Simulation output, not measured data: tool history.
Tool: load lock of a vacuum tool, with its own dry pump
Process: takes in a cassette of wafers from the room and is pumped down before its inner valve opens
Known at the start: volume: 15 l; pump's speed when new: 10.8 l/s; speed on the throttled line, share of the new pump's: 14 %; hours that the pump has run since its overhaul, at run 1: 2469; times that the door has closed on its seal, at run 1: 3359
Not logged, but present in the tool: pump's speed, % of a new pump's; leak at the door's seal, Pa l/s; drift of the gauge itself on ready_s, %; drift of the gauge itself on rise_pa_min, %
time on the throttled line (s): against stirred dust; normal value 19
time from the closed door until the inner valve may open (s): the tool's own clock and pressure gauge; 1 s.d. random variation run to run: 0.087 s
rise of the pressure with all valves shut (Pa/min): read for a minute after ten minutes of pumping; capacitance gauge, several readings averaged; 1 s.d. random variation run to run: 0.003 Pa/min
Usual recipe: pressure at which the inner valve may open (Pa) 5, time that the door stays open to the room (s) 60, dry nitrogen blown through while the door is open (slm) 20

run	hour	time on the throttled line (s)	pressure at which the inner valve may open (Pa)	time that the door stays open to the room (s)	dry nitrogen blown through while the door is open (slm)	hours that the pump has run since its overhaul	times that the door has closed on its seal	incoming humidity of the room's air, %	time from the closed door until the inner valve may open (s)	rise of the pressure with all valves shut (Pa/min)
1	0	19	5	60	20	2469	3359	46.5	30.58	0.088
2	42.2	19	5	60	20	2511	3525	45.3	30.66	0.098
3	91.3	19	5	46	20	2560	3718	43.7	30.5	0.092
4	162.6	19	5	60	20	2631	3997	42.7	30.56	0.1
5	229.8	19	8	60	20	2698	4261	46.7	29.99	0.106
6	297	19	5	60	20	2766	4524	42.1	30.74	0.112
7	375.5	19	5	60	20	2844	4832	40.6	30.58	0.116
8	442.2	19	5	60	20	2911	5094	44.5	30.81	0.132
9	517.3	19	5	60	20	2986	5388	46.5	30.7	0.135
10	563.9	19	5	60	5	3033	5571	45.5	30.51	0.17
11	651.4	19	5	60	5	3120	5914	46.7	30.68	0.171
12	740.3	19	5	60	5	3209	6263	44.8	30.59	0.176
13	793.9	19	5	60	5	3262	6473	45.1	30.64	0.182
14	858.8	19	5	60	8	3327	6728	45.6	30.64	0.185
15	925.3	19	5	32	8	3394	6989	46.7	30.56	0.185
16	992.3	19	5	60	20	3461	7252	49.7	30.66	0.184
17	1061.9	19	5	60	20	3530	7524	45	30.65	0.187
18	1101	19	5	60	20	3570	7678	49.8	30.68	0.191
19	1185.9	19	5	60	36	3655	8011	44.3	30.82	0.191
20	1268.5	19	5	60	36	3737	8335	44.9	30.72	0.192
21	1323.1	19	5	60	36	3792	8549	47.1	30.65	0.197
22	1380.3	23	5	60	20	3849	8774	50.7	34.08	0.228
23	1462.1	19	7	60	20	3931	9094	46.8	30.24	0.229
24	1513.2	28	4	29	9	3982	9295	44.8	38.63	0.232
25	1589.5	28	4	29	9	4058	9594	39.9	38.84	0.241
26	1664.3	28	4	29	9	4133	9887	44.7	38.86	0.261
27	1724.4	15	6	45	20	4193	10123	46.3	27.07	0.257
28	1767.4	15	6	45	20	4236	10292	43.6	27.06	0.259
29	1847.2	14	6	42	20	4316	10605	44.6	26.3	0.271
30	1891.4	14	5	42	20	4360	10778	45.4	26.62	0.276
31	1952.1	19	5	60	6	4421	11016	47.4	30.81	0.321
32	2016.5	33	5	60	20	4485	11269	46.8	42.52	0.304
33	2055.1	33	5	60	20	4524	11420	42.8	42.87	0.305
34	2092.5	19	9	26	20	4561	11567	47.8	30.02	0.293
35	2170.2	19	9	109	42	4639	11872	48.7	29.91	0.316
36	2244.5	19	9	109	42	4713	12163	45.5	29.88	0.316

A few steps of time from the closed door until the inner valve may open (s) between consecutive runs. Split each: what settings, incoming material and random variation would produce without the hidden state, and what is left over for the hidden state, along with gauge scatter present in only one of the two compared results (measured, and without hidden state):
Run 22 -> 23: time on the throttled line (s) 23 -> 19, pressure at which the inner valve may open (Pa) 5 -> 7. time from the closed door until the inner valve may open (s) -3.84: hidden state +0.04, all else -3.88.
Run 26 -> 27: time on the throttled line (s) 28 -> 15, pressure at which the inner valve may open (Pa) 4 -> 6, time that the door stays open to the room (s) 29 -> 45, dry nitrogen blown through while the door is open (slm) 9 -> 20. time from the closed door until the inner valve may open (s) -11.79: hidden state +0.04, all else -11.83.
Run 31 -> 32: time on the throttled line (s) 19 -> 33, dry nitrogen blown through while the door is open (slm) 6 -> 20. time from the closed door until the inner valve may open (s) +11.71: hidden state -0.14, all else +11.85.
Run 33 -> 34: time on the throttled line (s) 33 -> 19, pressure at which the inner valve may open (Pa) 5 -> 9, time that the door stays open to the room (s) 60 -> 26. time from the closed door until the inner valve may open (s) -12.85: hidden state +0.06, all else -12.91.
